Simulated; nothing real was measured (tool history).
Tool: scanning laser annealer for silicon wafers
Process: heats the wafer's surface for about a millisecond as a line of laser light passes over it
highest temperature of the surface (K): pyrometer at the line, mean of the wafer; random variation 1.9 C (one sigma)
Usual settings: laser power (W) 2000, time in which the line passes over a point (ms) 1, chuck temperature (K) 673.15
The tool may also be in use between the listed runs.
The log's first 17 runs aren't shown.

run	hour	laser power (W)	time in which the line passes over a point (ms)	chuck temperature (K)	highest temperature of the surface (K)
18	614.9	2000	1.01	673.15	1381.15
19	647	2000	1.01	673.15	1376.15
20	682.8	2000	1	673.15	1372.15
21	724.8	2000	1	673.15	1373.15
22	761.2	2000	1	673.15	1370.15
23	788.3	2000	1	673.15	1372.15
24	830.5	2000	1	673.15	1370.15
# hour 881: optics aligned, line set to its width
25	881	2000	1	673.15	1376.15
26	919.4	1944	0.9	685.15	1333.15
# hour 949.6: window over the wafer cleaned
27	967.5	1965	1	673.15	1398.15
28	1017.5	2076	0.84	663.15	1369.15
29	1055.2	2076	0.84	663.15	1368.15
30	1111.9	2076	0.84	663.15	1365.15
31	1155.8	1961	1.17	651.15	1425.15
32	1195.5	2006	1	673.15	1406.15
33	1232.9	1721	1	673.15	1293.15
34	1284.9	1809	0.89	638.15	1253.15
35	1337	1809	0.89	638.15	1250.15
36	1361	1724	0.73	694.15	1221.15
37	1408.9	1724	0.88	643.15	1224.15
38	1439.1	1724	0.88	643.15	1222.15
39	1484.2	1820	1.06	690.15	1365.15
40	1529.2	1777	0.73	686.15	1228.15
41	1562.1	2012	0.85	651.15	1321.15

Forecast each of these 3 alternatives for the next run:
A	1601.6	2000	0.86	704.15	?
B	1601.6	2084	1.15	662.15	?
C	1601.6	1926	1.07	667.15	?

run	highest temperature of the surface (K)
A	1376.15
B	1467.15
C	1380.15
Without the tool's hidden state the same runs would have given:
run	highest temperature of the surface (K)
A	1406.15
B	1503.15
C	1412.15
